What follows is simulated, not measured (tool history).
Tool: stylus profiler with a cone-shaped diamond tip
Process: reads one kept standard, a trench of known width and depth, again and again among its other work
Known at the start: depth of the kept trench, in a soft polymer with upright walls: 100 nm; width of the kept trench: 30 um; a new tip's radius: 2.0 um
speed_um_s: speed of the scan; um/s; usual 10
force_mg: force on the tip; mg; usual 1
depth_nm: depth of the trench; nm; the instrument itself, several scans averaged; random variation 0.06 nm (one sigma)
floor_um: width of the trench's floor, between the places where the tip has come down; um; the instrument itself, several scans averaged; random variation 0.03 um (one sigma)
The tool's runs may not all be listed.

run,hour,speed_um_s,force_mg,depth_nm,floor_um
1,0,10,1,100.32,28.5
2,50.4,10,1,100.32,28.54
3,103.1,10,1,100.25,28.49
4,166.6,3,1,100.16,28.39
5,265.9,10,0.35,100.04,28.41
6,368,10,0.35,99.95,28.37
7,421.9,9,1,100.22,28.4
8,494.4,9,1,100.17,28.36
9,559.1,8,1,100.21,28.31
10,628.4,8,1,100.08,28.33
11,728.1,8,1,100.11,28.29
12,784.9,6,1.25,100.16,28.29
13,861.6,4,0.51,99.93,28.29
14,927.6,4,0.51,99.87,28.29
15,993.4,3,0.87,100.01,28.25

3 ways to go on from here, each from the tool as it stands after run 15. What would each give?
A,1058,10,0.62,?,?
B,1058,8,2.53,?,?
C,1058,5,0.87,?,?

run,depth_nm,floor_um
A,99.95,28.18
B,100.47,28.25
C,100.01,28.21
Without the tool's hidden state the same runs would have given:
run,depth_nm,floor_um
A,100.35,28.69
B,100.87,28.76
C,100.42,28.71

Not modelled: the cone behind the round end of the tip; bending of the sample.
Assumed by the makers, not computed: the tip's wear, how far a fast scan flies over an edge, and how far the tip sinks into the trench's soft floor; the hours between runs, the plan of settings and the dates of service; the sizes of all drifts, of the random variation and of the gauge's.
